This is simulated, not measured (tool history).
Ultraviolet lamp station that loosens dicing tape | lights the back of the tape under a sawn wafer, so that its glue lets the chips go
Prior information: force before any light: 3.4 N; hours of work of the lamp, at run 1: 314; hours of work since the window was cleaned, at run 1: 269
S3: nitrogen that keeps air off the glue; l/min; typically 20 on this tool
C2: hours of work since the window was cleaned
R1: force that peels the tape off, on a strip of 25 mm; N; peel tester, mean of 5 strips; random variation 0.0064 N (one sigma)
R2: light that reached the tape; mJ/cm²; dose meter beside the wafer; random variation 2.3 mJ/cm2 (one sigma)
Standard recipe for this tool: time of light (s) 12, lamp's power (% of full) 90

run 1 day=0 | time_of_light_(s)=12 lamp's_power_(%_of_full)=90 S3=20 | hours_of_work_of_the_lamp=314 C2=269 | R1=0.259 R2=206
run 2 day=1.25 | time_of_light_(s)=12 lamp's_power_(%_of_full)=90 S3=20 | hours_of_work_of_the_lamp=334 C2=289 | R1=0.246 R2=205
run 3 day=2.492 | time_of_light_(s)=12 lamp's_power_(%_of_full)=90 S3=20 | hours_of_work_of_the_lamp=355 C2=309 | R1=0.275 R2=196
run 4 day=3.454 | time_of_light_(s)=8 lamp's_power_(%_of_full)=90 S3=20 | hours_of_work_of_the_lamp=370 C2=325 | R1=0.538 R2=130
-- day=3.975 window cleaned of glue's vapour
run 5 day=4.525 | time_of_light_(s)=12 lamp's_power_(%_of_full)=90 S3=22 | hours_of_work_of_the_lamp=387 C2=9 | R1=0.211 R2=215
run 6 day=5.629 | time_of_light_(s)=12 lamp's_power_(%_of_full)=90 S3=20 | hours_of_work_of_the_lamp=405 C2=27 | R1=0.236 R2=214
run 7 day=7.246 | time_of_light_(s)=12 lamp's_power_(%_of_full)=90 S3=37 | hours_of_work_of_the_lamp=431 C2=53 | R1=0.191 R2=208
run 8 day=8.592 | time_of_light_(s)=12 lamp's_power_(%_of_full)=90 S3=20 | hours_of_work_of_the_lamp=453 C2=75 | R1=0.241 R2=207
run 9 day=9.892 | time_of_light_(s)=17 lamp's_power_(%_of_full)=90 S3=20 | hours_of_work_of_the_lamp=474 C2=96 | R1=0.157 R2=288
run 10 day=11.517 | time_of_light_(s)=17 lamp's_power_(%_of_full)=90 S3=20 | hours_of_work_of_the_lamp=500 C2=122 | R1=0.161 R2=282
run 11 day=12.758 | time_of_light_(s)=12 lamp's_power_(%_of_full)=69 S3=32 | hours_of_work_of_the_lamp=520 C2=142 | R1=0.314 R2=153
run 12 day=14.158 | time_of_light_(s)=7 lamp's_power_(%_of_full)=76 S3=36 | hours_of_work_of_the_lamp=543 C2=165 | R1=0.612 R2=99
run 13 day=15.458 | time_of_light_(s)=7 lamp's_power_(%_of_full)=76 S3=22 | hours_of_work_of_the_lamp=564 C2=186 | R1=0.803 R2=93
run 14 day=16.354 | time_of_light_(s)=7 lamp's_power_(%_of_full)=76 S3=22 | hours_of_work_of_the_lamp=578 C2=200 | R1=0.819 R2=94
run 15 day=17.892 | time_of_light_(s)=13 lamp's_power_(%_of_full)=74 S3=15 | hours_of_work_of_the_lamp=603 C2=225 | R1=0.42 R2=173
run 16 day=19.096 | time_of_light_(s)=11 lamp's_power_(%_of_full)=91 S3=9 | hours_of_work_of_the_lamp=623 C2=245 | R1=0.61 R2=174

Below, some changes in R1 between adjacent runs. For each, the amount present without the hidden state too (settings, incoming material, random variation) and the amount remaining for the hidden state with gauge scatter not shared by both compared results:
Hidden state present: lamp's light, % of a new lamp's; light that the window lets through, % of a clean one's; drift of the gauge itself on peel_n, %; drift of the gauge itself on dose_mj_cm2, %.
Run 4 -> 5: time of light (s) 8 -> 12, S3 20 -> 22, window cleaned of glue's vapour. R1 -0.327 N: hidden state -0.107, all else -0.22.
Run 14 -> 15: time of light (s) 7 -> 13, lamp's power (% of full) 76 -> 74, S3 22 -> 15. R1 -0.399 N: hidden state -0.079, all else -0.32.
